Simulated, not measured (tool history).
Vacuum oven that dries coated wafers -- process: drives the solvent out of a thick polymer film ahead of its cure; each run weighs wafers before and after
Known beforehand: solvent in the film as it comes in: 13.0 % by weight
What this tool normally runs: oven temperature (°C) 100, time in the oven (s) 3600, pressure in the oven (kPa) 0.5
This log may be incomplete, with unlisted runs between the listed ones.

{"run": 1, "hour": 0.0, "oven temperature (°C)": 100, "time in the oven (s)": 3600, "pressure in the oven (kPa)": 0.5, "solvent left in the film (%)": 3.6}
{"run": 2, "hour": 56.1, "oven temperature (°C)": 100, "time in the oven (s)": 2520, "pressure in the oven (kPa)": 0.5, "solvent left in the film (%)": 4.34}
{"run": 3, "hour": 123.5, "oven temperature (°C)": 100, "time in the oven (s)": 2520, "pressure in the oven (kPa)": 0.5, "solvent left in the film (%)": 4.44}
{"run": 4, "hour": 195.1, "oven temperature (°C)": 100, "time in the oven (s)": 2520, "pressure in the oven (kPa)": 0.5, "solvent left in the film (%)": 4.39}
{"run": 5, "hour": 279.1, "oven temperature (°C)": 100, "time in the oven (s)": 2520, "pressure in the oven (kPa)": 0.5, "solvent left in the film (%)": 4.65}
{"hour": 288.6, "done": "oven's thermocouples calibrated"}
{"run": 6, "hour": 376.3, "oven temperature (°C)": 99, "time in the oven (s)": 2520, "pressure in the oven (kPa)": 0.5, "solvent left in the film (%)": 5.02}
{"run": 7, "hour": 461.0, "oven temperature (°C)": 100, "time in the oven (s)": 1920, "pressure in the oven (kPa)": 0.5, "solvent left in the film (%)": 5.7}
{"run": 8, "hour": 529.9, "oven temperature (°C)": 100, "time in the oven (s)": 1920, "pressure in the oven (kPa)": 0.5, "solvent left in the film (%)": 5.46}
{"hour": 580.0, "done": "oven's thermocouples calibrated, once more"}
{"run": 9, "hour": 632.9, "oven temperature (°C)": 100, "time in the oven (s)": 1920, "pressure in the oven (kPa)": 0.5, "solvent left in the film (%)": 5.35}
{"run": 10, "hour": 756.8, "oven temperature (°C)": 94, "time in the oven (s)": 3600, "pressure in the oven (kPa)": 0.5, "solvent left in the film (%)": 5.18}
{"run": 11, "hour": 824.4, "oven temperature (°C)": 114, "time in the oven (s)": 3600, "pressure in the oven (kPa)": 0.892, "solvent left in the film (%)": 2.45}
{"run": 12, "hour": 915.9, "oven temperature (°C)": 114, "time in the oven (s)": 3600, "pressure in the oven (kPa)": 0.892, "solvent left in the film (%)": 2.42}
{"run": 13, "hour": 993.0, "oven temperature (°C)": 100, "time in the oven (s)": 5160, "pressure in the oven (kPa)": 0.763, "solvent left in the film (%)": 3.91}
{"run": 14, "hour": 1053.2, "oven temperature (°C)": 100, "time in the oven (s)": 5160, "pressure in the oven (kPa)": 0.763, "solvent left in the film (%)": 3.99}
{"run": 15, "hour": 1176.2, "oven temperature (°C)": 100, "time in the oven (s)": 2160, "pressure in the oven (kPa)": 0.5, "solvent left in the film (%)": 5.36}
{"run": 16, "hour": 1299.1, "oven temperature (°C)": 100, "time in the oven (s)": 2160, "pressure in the oven (kPa)": 0.5, "solvent left in the film (%)": 5.41}
{"run": 17, "hour": 1361.2, "oven temperature (°C)": 94, "time in the oven (s)": 3600, "pressure in the oven (kPa)": 0.875, "solvent left in the film (%)": 6.5}
{"run": 18, "hour": 1475.4, "oven temperature (°C)": 94, "time in the oven (s)": 3600, "pressure in the oven (kPa)": 0.875, "solvent left in the film (%)": 6.48}

Each row is a separate what-if for the run after 18, all from the same tool condition, not one after another. Results?
{"run": "A", "hour": 1576.5, "oven temperature (°C)": 111, "time in the oven (s)": 3600, "pressure in the oven (kPa)": 0.308, "solvent left in the film (%)": "?"}
{"run": "B", "hour": 1576.5, "oven temperature (°C)": 103, "time in the oven (s)": 3120, "pressure in the oven (kPa)": 0.875, "solvent left in the film (%)": "?"}
{"run": "C", "hour": 1576.5, "oven temperature (°C)": 93, "time in the oven (s)": 3120, "pressure in the oven (kPa)": 0.5, "solvent left in the film (%)": "?"}
{"run": "D", "hour": 1576.5, "oven temperature (°C)": 103, "time in the oven (s)": 2220, "pressure in the oven (kPa)": 0.326, "solvent left in the film (%)": "?"}

run=A solvent_left_in_the_film_(%)=2.37
run=B solvent_left_in_the_film_(%)=4.62
run=C solvent_left_in_the_film_(%)=6.56
run=D solvent_left_in_the_film_(%)=4.54
Had the tool no hidden state, the same runs would have come out as:
run=A solvent_left_in_the_film_(%)=0.54
run=B solvent_left_in_the_film_(%)=2.21
run=C solvent_left_in_the_film_(%)=3.59
run=D solvent_left_in_the_film_(%)=2.3
